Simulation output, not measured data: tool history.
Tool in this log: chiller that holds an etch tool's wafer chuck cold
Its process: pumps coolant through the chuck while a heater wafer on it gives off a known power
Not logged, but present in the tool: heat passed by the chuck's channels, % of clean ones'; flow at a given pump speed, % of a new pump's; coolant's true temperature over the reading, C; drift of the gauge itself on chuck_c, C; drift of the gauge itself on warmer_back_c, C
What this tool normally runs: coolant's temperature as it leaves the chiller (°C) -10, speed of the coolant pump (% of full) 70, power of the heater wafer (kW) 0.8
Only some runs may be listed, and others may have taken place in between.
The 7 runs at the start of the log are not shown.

run     day  coolant's temperature as it leaves the chiller (°C)  speed of the coolant pump (% of full)  power of the heater wafer (kW)  hours since the coolant was changed and the channels were flushed  hours since the pump was overhauled  hours since the chiller's thermometer was calibrated  chuck's temperature once it has settled (°C)  how much warmer the coolant comes back (C)
  8   9.871                                                  -10                                     70                             0.8                                                               3635                                  971                                                  5206                                          -3.9                                        2.53
  9  11.342                                                  -10                                     70                             0.8                                                               3671                                 1007                                                  5241                                          -3.9                                        2.48
 10  13.258                                                  -10                                     70                             0.8                                                               3717                                 1053                                                  5287                                            -4                                        2.47
 11  14.854                                                  -10                                     70                             0.8                                                               3755                                 1091                                                  5326                                          -3.8                                         2.5
 12  16.254                                                  -10                                     94                             0.8                                                               3789                                 1125                                                  5359                                            -5                                        1.81
 13  17.212                                                  -10                                     79                             0.8                                                               3812                                 1148                                                  5382                                          -4.4                                        2.16
 14   18.55                                                  -10                                     79                             0.8                                                               3844                                 1180                                                  5414                                          -4.3                                        2.17
 15  20.283                                                  -10                                     79                             0.8                                                               3885                                 1221                                                  5456                                          -4.3                                        2.18
 16  21.908                                                  -10                                     70                             0.8                                                               3924                                 1260                                                  5495                                          -3.9                                        2.45
     22.496  -- chiller's thermometer calibrated
 17  23.829                                                  -10                                     70                           0.423                                                               3969                                 1305                                                    32                                          -6.8                                        1.29
 18   25.55                                                  -18                                     74                           0.423                                                               4011                                 1347                                                    73                                           -15                                        1.16
 19  27.742                                                   -1                                     80                           0.407                                                               4063                                 1399                                                   126                                           1.9                                           1
 20  28.983                                                   -1                                     80                           0.407                                                               4093                                 1429                                                   156                                             2                                        0.99
 21  29.975                                                  -10                                     86                           1.175                                                               4117                                 1453                                                   180                                            -2                                        2.89
 22  31.354                                                  -10                                     86                           1.175                                                               4150                                 1486                                                   213                                          -2.4                                        2.89
 23  32.525                                                  -10                                     86                           1.175                                                               4178                                 1514                                                   241                                          -2.2                                        2.89
 24  33.579                                                   -9                                     91                           0.706                                                               4203                                 1539                                                   266                                          -4.3                                        1.58
 25  35.312                                                   -7                                     91                           0.639                                                               4245                                 1581                                                   308                                          -2.8                                        1.43
 26  36.825                                                   -7                                     91                           0.639                                                               4281                                 1617                                                   344                                            -3                                        1.46
 27  38.096                                                   -4                                     92                           0.639                                                               4312                                 1648                                                   374                                             0                                        1.35
 28  39.542                                                   -4                                     95                             0.8                                                               4346                                 1683                                                   409                                             1                                        1.73
 29  41.388                                                  -16                                     95                           0.446                                                               4391                                 1727                                                   453                                         -13.3                                        0.85
     42.304  -- gauge calibrated
 30  42.867                                                   -1                                     70                             0.8                                                               4426                                 1762                                                   489                                           5.2                                        2.53
 31  44.304                                                   -1                                     98                           0.875                                                               4461                                 1797                                                   523                                           4.4                                        1.95
 32   45.95                                                  -15                                     85                             0.8                                                               4500                                 1836                                                   563                                          -9.7                                        2.07

What if the next run were any one of these 3? Each begins from the tool's condition after run 32:
  A  47.042                                                   -3                                     95                           0.935                                                               4527                                 1863                                                   589                                             ?                                           ?
  B  47.042                                                  -13                                     70                             0.8                                                               4527                                 1863                                                   589                                             ?                                           ?
  C  47.042                                                  -10                                     74                             0.8                                                               4527                                 1863                                                   589                                             ?                                           ?

run  chuck's temperature once it has settled (°C)  how much warmer the coolant comes back (C)
  A                                           2.9                                        2.16
  B                                          -6.8                                        2.54
  C                                          -4.1                                        2.36
Had the tool no hidden state, the same runs would have come out as:
run  chuck's temperature once it has settled (°C)  how much warmer the coolant comes back (C)
  A                                           2.9                                        2.17
  B                                          -6.9                                        2.55
  C                                          -4.2                                        2.37
